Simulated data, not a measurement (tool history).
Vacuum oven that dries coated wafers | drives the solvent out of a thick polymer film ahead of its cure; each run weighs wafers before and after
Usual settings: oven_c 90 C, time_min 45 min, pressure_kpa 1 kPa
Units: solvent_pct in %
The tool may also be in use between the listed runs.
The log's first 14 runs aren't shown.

{"run": 15, "day": 15.292, "oven_c": 90, "time_min": 29, "pressure_kpa": 1, "solvent_pct": 4.77}
{"run": 16, "day": 16.625, "oven_c": 90, "time_min": 29, "pressure_kpa": 1, "solvent_pct": 4.88}
{"run": 17, "day": 17.983, "oven_c": 82, "time_min": 45, "pressure_kpa": 1, "solvent_pct": 5.68}
{"run": 18, "day": 19.275, "oven_c": 82, "time_min": 25, "pressure_kpa": 1, "solvent_pct": 8.76}
{"run": 19, "day": 20.533, "oven_c": 82, "time_min": 25, "pressure_kpa": 1.46, "solvent_pct": 8.81}
{"run": 20, "day": 21.633, "oven_c": 82, "time_min": 25, "pressure_kpa": 1.46, "solvent_pct": 9.04}
{"run": 21, "day": 22.579, "oven_c": 82, "time_min": 25, "pressure_kpa": 1.46, "solvent_pct": 9.02}
{"run": 22, "day": 23.65, "oven_c": 82, "time_min": 25, "pressure_kpa": 1.46, "solvent_pct": 8.78}
{"run": 23, "day": 24.946, "oven_c": 77, "time_min": 45, "pressure_kpa": 1, "solvent_pct": 7.68}

Run 24 comes next. What will it give?
{"run": 24, "day": 26.458, "oven_c": 96, "time_min": 51, "pressure_kpa": 3.58, "solvent_pct": "?"}

Run 24 gave solvent_pct 1.35 %.
Without the tool's hidden state the same run would have given solvent_pct 1.27 %.
